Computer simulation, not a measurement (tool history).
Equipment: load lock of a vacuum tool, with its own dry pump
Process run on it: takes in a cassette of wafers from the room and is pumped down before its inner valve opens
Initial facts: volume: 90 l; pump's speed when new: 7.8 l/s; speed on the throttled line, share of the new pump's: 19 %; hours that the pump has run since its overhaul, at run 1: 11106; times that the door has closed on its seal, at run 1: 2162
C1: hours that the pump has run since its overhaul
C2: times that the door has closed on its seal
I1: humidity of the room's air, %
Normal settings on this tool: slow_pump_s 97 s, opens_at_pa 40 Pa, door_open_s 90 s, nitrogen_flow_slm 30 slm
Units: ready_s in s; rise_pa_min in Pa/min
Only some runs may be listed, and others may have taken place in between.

{"run": 1, "hour": 0.0, "slow_pump_s": 97, "opens_at_pa": 40, "door_open_s": 90, "nitrogen_flow_slm": 30, "C1": 11106, "C2": 2162, "I1": 45.5, "ready_s": 183.5, "rise_pa_min": 0.033}
{"run": 2, "hour": 92.6, "slow_pump_s": 97, "opens_at_pa": 40, "door_open_s": 90, "nitrogen_flow_slm": 30, "C1": 11198, "C2": 2321, "I1": 45.6, "ready_s": 184.9, "rise_pa_min": 0.036}
{"run": 3, "hour": 162.8, "slow_pump_s": 97, "opens_at_pa": 40, "door_open_s": 90, "nitrogen_flow_slm": 30, "C1": 11268, "C2": 2441, "I1": 39.3, "ready_s": 186.6, "rise_pa_min": 0.028}
{"run": 4, "hour": 311.0, "slow_pump_s": 97, "opens_at_pa": 40, "door_open_s": 229, "nitrogen_flow_slm": 30, "C1": 11417, "C2": 2695, "I1": 45.0, "ready_s": 184.7, "rise_pa_min": 0.048}
{"run": 5, "hour": 466.0, "slow_pump_s": 97, "opens_at_pa": 40, "door_open_s": 229, "nitrogen_flow_slm": 30, "C1": 11572, "C2": 2961, "I1": 46.0, "ready_s": 182.5, "rise_pa_min": 0.049}
{"run": 6, "hour": 548.7, "slow_pump_s": 97, "opens_at_pa": 40, "door_open_s": 90, "nitrogen_flow_slm": 30, "C1": 11654, "C2": 3103, "I1": 49.1, "ready_s": 184.3, "rise_pa_min": 0.032}
{"run": 7, "hour": 676.8, "slow_pump_s": 97, "opens_at_pa": 40, "door_open_s": 90, "nitrogen_flow_slm": 30, "C1": 11782, "C2": 3323, "I1": 43.9, "ready_s": 186.2, "rise_pa_min": 0.035}
{"run": 8, "hour": 786.0, "slow_pump_s": 97, "opens_at_pa": 40, "door_open_s": 90, "nitrogen_flow_slm": 30, "C1": 11892, "C2": 3510, "I1": 46.2, "ready_s": 186.7, "rise_pa_min": 0.031}
{"run": 9, "hour": 911.9, "slow_pump_s": 97, "opens_at_pa": 40, "door_open_s": 90, "nitrogen_flow_slm": 30, "C1": 12018, "C2": 3726, "I1": 41.6, "ready_s": 184.8, "rise_pa_min": 0.037}
{"run": 10, "hour": 1000.8, "slow_pump_s": 97, "opens_at_pa": 40, "door_open_s": 33, "nitrogen_flow_slm": 30, "C1": 12106, "C2": 3879, "I1": 40.9, "ready_s": 187.9, "rise_pa_min": 0.022}
{"run": 11, "hour": 1088.1, "slow_pump_s": 97, "opens_at_pa": 40, "door_open_s": 33, "nitrogen_flow_slm": 30, "C1": 12194, "C2": 4028, "I1": 41.6, "ready_s": 185.9, "rise_pa_min": 0.018}
{"run": 12, "hour": 1240.5, "slow_pump_s": 97, "opens_at_pa": 40, "door_open_s": 33, "nitrogen_flow_slm": 30, "C1": 12346, "C2": 4290, "I1": 46.1, "ready_s": 188.1, "rise_pa_min": 0.022}
{"run": 13, "hour": 1396.1, "slow_pump_s": 97, "opens_at_pa": 66, "door_open_s": 90, "nitrogen_flow_slm": 4, "C1": 12502, "C2": 4557, "I1": 43.3, "ready_s": 179.2, "rise_pa_min": 0.055}
{"run": 14, "hour": 1565.9, "slow_pump_s": 141, "opens_at_pa": 66, "door_open_s": 90, "nitrogen_flow_slm": 4, "C1": 12672, "C2": 4848, "I1": 43.8, "ready_s": 212.5, "rise_pa_min": 0.051}
{"run": 15, "hour": 1639.0, "slow_pump_s": 141, "opens_at_pa": 70, "door_open_s": 90, "nitrogen_flow_slm": 11, "C1": 12745, "C2": 4974, "I1": 44.1, "ready_s": 212.2, "rise_pa_min": 0.046}
{"run": 16, "hour": 1794.5, "slow_pump_s": 52, "opens_at_pa": 60, "door_open_s": 90, "nitrogen_flow_slm": 20, "C1": 12900, "C2": 5240, "I1": 44.1, "ready_s": 145.9, "rise_pa_min": 0.046}
{"run": 17, "hour": 1876.1, "slow_pump_s": 102, "opens_at_pa": 60, "door_open_s": 87, "nitrogen_flow_slm": 20, "C1": 12982, "C2": 5381, "I1": 44.6, "ready_s": 186.2, "rise_pa_min": 0.041}
{"run": 18, "hour": 1953.6, "slow_pump_s": 102, "opens_at_pa": 60, "door_open_s": 87, "nitrogen_flow_slm": 20, "C1": 13059, "C2": 5514, "I1": 46.8, "ready_s": 184.7, "rise_pa_min": 0.043}
{"run": 19, "hour": 2085.8, "slow_pump_s": 89, "opens_at_pa": 60, "door_open_s": 87, "nitrogen_flow_slm": 20, "C1": 13191, "C2": 5740, "I1": 46.4, "ready_s": 176.2, "rise_pa_min": 0.047}
{"run": 20, "hour": 2211.5, "slow_pump_s": 77, "opens_at_pa": 78, "door_open_s": 114, "nitrogen_flow_slm": 30, "C1": 13317, "C2": 5956, "I1": 44.4, "ready_s": 162.3, "rise_pa_min": 0.043}

Alternative continuations, all from the tool just after run 20; predict every row:
{"run": "A", "hour": 2354.8, "slow_pump_s": 85, "opens_at_pa": 40, "door_open_s": 90, "nitrogen_flow_slm": 23, "C1": 13460, "C2": 6202, "I1": 43.4, "ready_s": "?", "rise_pa_min": "?"}
{"run": "B", "hour": 2354.8, "slow_pump_s": 121, "opens_at_pa": 78, "door_open_s": 62, "nitrogen_flow_slm": 5, "C1": 13460, "C2": 6202, "I1": 41.7, "ready_s": "?", "rise_pa_min": "?"}
{"run": "C", "hour": 2354.8, "slow_pump_s": 124, "opens_at_pa": 73, "door_open_s": 114, "nitrogen_flow_slm": 30, "C1": 13460, "C2": 6202, "I1": 48.9, "ready_s": "?", "rise_pa_min": "?"}
{"run": "D", "hour": 2354.8, "slow_pump_s": 193, "opens_at_pa": 78, "door_open_s": 106, "nitrogen_flow_slm": 4, "C1": 13460, "C2": 6202, "I1": 41.7, "ready_s": "?", "rise_pa_min": "?"}

run=A ready_s=178.3 rise_pa_min=0.049
run=B ready_s=195.5 rise_pa_min=0.045
run=C ready_s=198.7 rise_pa_min=0.050
run=D ready_s=252.7 rise_pa_min=0.056
What these runs would have given with no unlogged condition in the tool:
run=A ready_s=157.9 rise_pa_min=0.029
run=B ready_s=179.1 rise_pa_min=0.026
run=C ready_s=182.3 rise_pa_min=0.030
run=D ready_s=239.8 rise_pa_min=0.036
